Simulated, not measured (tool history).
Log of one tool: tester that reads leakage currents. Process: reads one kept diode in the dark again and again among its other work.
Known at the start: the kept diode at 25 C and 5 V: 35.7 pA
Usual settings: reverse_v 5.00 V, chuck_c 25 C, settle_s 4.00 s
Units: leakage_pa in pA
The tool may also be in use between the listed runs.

| run | hour | reverse_v | chuck_c | settle_s | leakage_pa |
|---|---|---|---|---|---|
| 1 | 0.0 | 5.00 | 25 | 4.00 | 34.01 |
| 2 | 79.3 | 5.00 | 25 | 4.00 | 34.25 |
| 3 | 153.5 | 5.00 | 25 | 4.00 | 34.19 |
| 4 | 211.7 | 5.00 | 25 | 4.00 | 34.38 |
| 5 | 287.1 | 5.00 | 25 | 2.18 | 34.48 |
| 6 | 360.3 | 5.00 | 25 | 2.18 | 34.94 |
| 7 | 438.9 | 5.00 | 25 | 2.18 | 35.04 |
| 8 | 475.3 | 5.00 | 38 | 2.18 | 108.06 |
| 9 | 556.1 | 5.00 | 38 | 2.18 | 107.23 |
| 10 | 594.3 | 5.00 | 38 | 2.18 | 107.28 |
| 11 | 637.1 | 5.00 | 38 | 2.18 | 105.92 |
| 12 | 687.4 | 16.13 | 38 | 2.18 | 172.58 |
| 13 | 751.7 | 16.13 | 38 | 2.18 | 173.89 |
| 14 | 826.9 | 16.13 | 38 | 2.18 | 173.15 |
|  | 873.0 | chuck's temperature calibrated |
| 15 | 894.9 | 16.13 | 38 | 2.18 | 194.86 |
| 16 | 968.7 | 1.14 | 25 | 4.00 | 21.38 |
| 17 | 1023.6 | 1.14 | 25 | 4.00 | 21.34 |
| 18 | 1095.6 | 1.97 | 41 | 0.53 | 106.92 |
| 19 | 1134.7 | 14.60 | 48 | 7.95 | 412.16 |
| 20 | 1212.0 | 14.60 | 48 | 7.95 | 407.75 |
| 21 | 1289.3 | 1.90 | 22 | 4.69 | 20.43 |
| 22 | 1364.0 | 13.28 | 49 | 1.12 | 428.53 |
| 23 | 1443.9 | 13.28 | 49 | 1.12 | 423.15 |
| 24 | 1504.6 | 5.56 | 25 | 5.26 | 43.32 |
| 25 | 1576.8 | 1.56 | 40 | 3.12 | 87.16 |
| 26 | 1618.8 | 1.56 | 40 | 3.12 | 86.69 |
| 27 | 1669.0 | 3.27 | 25 | 4.00 | 33.76 |
| 28 | 1713.4 | 10.89 | 28 | 1.90 | 77.80 |
| 29 | 1791.4 | 1.46 | 25 | 4.00 | 23.31 |
| 30 | 1855.1 | 9.72 | 25 | 4.00 | 59.37 |
| 31 | 1907.3 | 7.36 | 25 | 0.60 | 54.05 |
| 32 | 1962.6 | 7.36 | 25 | 0.60 | 54.04 |
| 33 | 2005.1 | 3.49 | 25 | 0.70 | 36.17 |
| 34 | 2066.2 | 2.18 | 25 | 4.76 | 28.00 |

Forecast each of these 4 alternatives for the next run:
| A | 2115.1 | 5.00 | 25 | 2.78 | ? |
| B | 2115.1 | 7.70 | 58 | 2.41 | ? |
| C | 2115.1 | 6.38 | 60 | 4.37 | ? |
| D | 2115.1 | 5.00 | 33 | 4.00 | ? |

| run | leakage_pa |
|---|---|
| A | 42.30 |
| B | 657.38 |
| C | 713.77 |
| D | 77.87 |
Without the tool's hidden state the same runs would have given:
| run | leakage_pa |
|---|---|
| A | 36.20 |
| B | 693.80 |
| C | 756.53 |
| D | 74.94 |
